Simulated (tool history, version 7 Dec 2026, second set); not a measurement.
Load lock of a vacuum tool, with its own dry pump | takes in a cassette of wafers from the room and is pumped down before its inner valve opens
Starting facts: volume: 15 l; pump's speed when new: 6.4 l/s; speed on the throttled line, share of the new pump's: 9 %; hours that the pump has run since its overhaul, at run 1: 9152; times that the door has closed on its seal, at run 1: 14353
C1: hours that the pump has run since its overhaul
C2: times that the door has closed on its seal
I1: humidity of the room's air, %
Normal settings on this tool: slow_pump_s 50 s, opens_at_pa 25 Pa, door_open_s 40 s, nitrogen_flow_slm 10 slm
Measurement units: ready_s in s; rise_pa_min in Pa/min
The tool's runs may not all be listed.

Run 1, hour 0.0: usual settings; C1 9152; C2 14353; I1 42.5. Result: ready_s 66.4 s, rise_pa_min 0.100 Pa/min.
Run 2, hour 184.2: usual settings; C1 9336; C2 14708; I1 41.5. Result: ready_s 67.1 s, rise_pa_min 0.111 Pa/min.
Run 3, hour 291.0: usual settings but slow_pump_s 40 s; C1 9443; C2 14913; I1 45.1. Result: ready_s 58.1 s, rise_pa_min 0.109 Pa/min.
Run 4, hour 408.5: usual settings; C1 9560; C2 15140; I1 47.8. Result: ready_s 67.0 s, rise_pa_min 0.115 Pa/min.
Run 5, hour 571.7: usual settings; C1 9724; C2 15454; I1 42.3. Result: ready_s 66.6 s, rise_pa_min 0.113 Pa/min.
Run 6, hour 715.3: usual settings but nitrogen_flow_slm 8 slm; C1 9867; C2 15730; I1 44.1. Result: ready_s 66.9 s, rise_pa_min 0.113 Pa/min.
Run 7, hour 824.4: usual settings but nitrogen_flow_slm 8 slm; C1 9976; C2 15940; I1 45.8. Result: ready_s 66.9 s, rise_pa_min 0.120 Pa/min.
Run 8, hour 946.4: usual settings; C1 10098; C2 16175; I1 44.7. Result: ready_s 66.9 s, rise_pa_min 0.114 Pa/min.
Run 9, hour 1095.4: usual settings; C1 10247; C2 16462; I1 43.9. Result: ready_s 66.8 s, rise_pa_min 0.117 Pa/min.
Run 10, hour 1181.5: usual settings; C1 10333; C2 16628; I1 44.3. Result: ready_s 66.9 s, rise_pa_min 0.120 Pa/min.
Run 11, hour 1286.3: usual settings but door_open_s 93 s; C1 10438; C2 16830; I1 45.7. Result: ready_s 66.9 s, rise_pa_min 0.144 Pa/min.
Run 12, hour 1419.4: usual settings; C1 10571; C2 17086; I1 47.0. Result: ready_s 67.0 s, rise_pa_min 0.123 Pa/min.
Run 13, hour 1625.1: usual settings but nitrogen_flow_slm 8 slm; C1 10777; C2 17482; I1 44.6. Result: ready_s 67.0 s, rise_pa_min 0.129 Pa/min.
Run 14, hour 1732.7: usual settings; C1 10885; C2 17689; I1 46.7. Result: ready_s 67.1 s, rise_pa_min 0.132 Pa/min.
Run 15, hour 1944.6: usual settings; C1 11096; C2 18097; I1 41.1. Result: ready_s 67.1 s, rise_pa_min 0.123 Pa/min.
Run 16, hour 2033.4: usual settings; C1 11185; C2 18268; I1 43.0. Result: ready_s 67.0 s, rise_pa_min 0.131 Pa/min.
Run 17, hour 2227.5: usual settings; C1 11379; C2 18642; I1 44.2. Result: ready_s 67.2 s, rise_pa_min 0.130 Pa/min.
Run 18, hour 2374.9: usual settings; C1 11527; C2 18926; I1 45.3. Result: ready_s 66.8 s, rise_pa_min 0.131 Pa/min.
Run 19, hour 2586.9: usual settings; C1 11739; C2 19334; I1 44.4. Result: ready_s 66.7 s, rise_pa_min 0.137 Pa/min.
Run 20, hour 2750.0: usual settings but slow_pump_s 70 s; C1 11902; C2 19648; I1 43.5. Result: ready_s 85.3 s, rise_pa_min 0.132 Pa/min.
Run 21, hour 2915.1: usual settings but slow_pump_s 70 s, opens_at_pa 19 Pa, door_open_s 64 s, nitrogen_flow_slm 8 slm; C1 12067; C2 19966; I1 46.3. Result: ready_s 86.7 s, rise_pa_min 0.155 Pa/min.
Run 22, hour 3036.4: usual settings but slow_pump_s 70 s, opens_at_pa 19 Pa, door_open_s 64 s, nitrogen_flow_slm 8 slm; C1 12188; C2 20199; I1 43.3. Result: ready_s 86.1 s, rise_pa_min 0.146 Pa/min.
Run 23, hour 3232.7: usual settings but slow_pump_s 69 s, door_open_s 29 s, nitrogen_flow_slm 20 slm; C1 12385; C2 20577; I1 44.5. Result: ready_s 84.1 s, rise_pa_min 0.125 Pa/min.
Run 24, hour 3365.8: usual settings but door_open_s 166 s, nitrogen_flow_slm 5 slm; C1 12518; C2 20834; I1 43.7. Result: ready_s 67.7 s, rise_pa_min 0.194 Pa/min.
Run 25, hour 3452.4: usual settings but slow_pump_s 31 s, opens_at_pa 30 Pa, door_open_s 43 s; C1 12604; C2 21001; I1 43.5. Result: ready_s 49.4 s, rise_pa_min 0.146 Pa/min.
Run 26, hour 3549.1: usual settings but slow_pump_s 80 s, opens_at_pa 41 Pa, door_open_s 37 s, nitrogen_flow_slm 5 slm; C1 12701; C2 21187; I1 44.1. Result: ready_s 93.4 s, rise_pa_min 0.146 Pa/min.
Run 27, hour 3728.4: usual settings but slow_pump_s 67 s, opens_at_pa 19 Pa, door_open_s 154 s, nitrogen_flow_slm 5 slm; C1 12880; C2 21532; I1 47.3. Result: ready_s 83.5 s, rise_pa_min 0.200 Pa/min.
Run 28, hour 3879.7: usual settings but slow_pump_s 67 s, opens_at_pa 19 Pa, door_open_s 154 s, nitrogen_flow_slm 5 slm; C1 13032; C2 21823; I1 43.8. Result: ready_s 83.7 s, rise_pa_min 0.189 Pa/min.
Run 29, hour 4028.8: usual settings but slow_pump_s 67 s, opens_at_pa 19 Pa, door_open_s 154 s, nitrogen_flow_slm 5 slm; C1 13181; C2 22110; I1 46.1. Result: ready_s 83.2 s, rise_pa_min 0.197 Pa/min.
Run 30, hour 4182.2: usual settings but slow_pump_s 67 s, opens_at_pa 19 Pa, door_open_s 154 s, nitrogen_flow_slm 5 slm; C1 13334; C2 22406; I1 46.7. Result: ready_s 83.6 s, rise_pa_min 0.205 Pa/min.
Run 31, hour 4278.8: usual settings but slow_pump_s 67 s, opens_at_pa 19 Pa, door_open_s 154 s, nitrogen_flow_slm 5 slm; C1 13431; C2 22592; I1 45.8. Result: ready_s 83.4 s, rise_pa_min 0.201 Pa/min.
Run 32, hour 4465.6: usual settings but slow_pump_s 67 s, opens_at_pa 19 Pa, door_open_s 154 s, nitrogen_flow_slm 5 slm; C1 13617; C2 22951; I1 46.9. Result: ready_s 83.3 s, rise_pa_min 0.207 Pa/min.
Run 33, hour 4606.8: usual settings but slow_pump_s 37 s, opens_at_pa 23 Pa, door_open_s 154 s, nitrogen_flow_slm 5 slm; C1 13759; C2 23223; I1 47.0. Result: ready_s 56.3 s, rise_pa_min 0.201 Pa/min.
Run 34, hour 4731.2: usual settings but slow_pump_s 37 s, opens_at_pa 23 Pa, door_open_s 154 s, nitrogen_flow_slm 5 slm; C1 13883; C2 23463; I1 42.0. Result: ready_s 56.1 s, rise_pa_min 0.202 Pa/min.
Run 35, hour 4855.9: usual settings but slow_pump_s 40 s, opens_at_pa 34 Pa, door_open_s 59 s, nitrogen_flow_slm 5 slm; C1 14008; C2 23703; I1 45.4. Result: ready_s 57.7 s, rise_pa_min 0.173 Pa/min.
Run 36, hour 4977.6: usual settings but slow_pump_s 40 s, opens_at_pa 28 Pa, door_open_s 59 s, nitrogen_flow_slm 11 slm; C1 14129; C2 23937; I1 45.6. Result: ready_s 57.9 s, rise_pa_min 0.172 Pa/min.

Here are 5 independent what-if runs from the current tool condition. What would each one return?
Run A, hour 5093.4: usual settings but slow_pump_s 37 s, opens_at_pa 19 Pa, door_open_s 59 s, nitrogen_flow_slm 27 slm; C1 14245; C2 24160; I1 44.0. Result: ready_s ?, rise_pa_min ?.
Run B, hour 5093.4: usual settings but slow_pump_s 40 s, opens_at_pa 28 Pa, door_open_s 59 s, nitrogen_flow_slm 11 slm; C1 14245; C2 24160; I1 41.7. Result: ready_s ?, rise_pa_min ?.
Run C, hour 5093.4: usual settings but slow_pump_s 40 s, opens_at_pa 30 Pa, door_open_s 59 s, nitrogen_flow_slm 11 slm; C1 14245; C2 24160; I1 44.9. Result: ready_s ?, rise_pa_min ?.
Run D, hour 5093.4: usual settings but slow_pump_s 42 s, opens_at_pa 28 Pa, door_open_s 50 s, nitrogen_flow_slm 41 slm; C1 14245; C2 24160; I1 43.5. Result: ready_s ?, rise_pa_min ?.
Run E, hour 5093.4: usual settings but slow_pump_s 40 s, opens_at_pa 28 Pa, door_open_s 117 s, nitrogen_flow_slm 11 slm; C1 14245; C2 24160; I1 46.0. Result: ready_s ?, rise_pa_min ?.

run  ready_s  rise_pa_min
  A     56.5        0.159
  B     58.1        0.169
  C     58.1        0.180
  D     60.0        0.154
  E     58.1        0.193
Stripped of hidden state, with their random variation kept, the same runs would have yielded:
run  ready_s  rise_pa_min
  A     53.6        0.043
  B     55.4        0.052
  C     55.4        0.064
  D     57.3        0.036
  E     55.3        0.075

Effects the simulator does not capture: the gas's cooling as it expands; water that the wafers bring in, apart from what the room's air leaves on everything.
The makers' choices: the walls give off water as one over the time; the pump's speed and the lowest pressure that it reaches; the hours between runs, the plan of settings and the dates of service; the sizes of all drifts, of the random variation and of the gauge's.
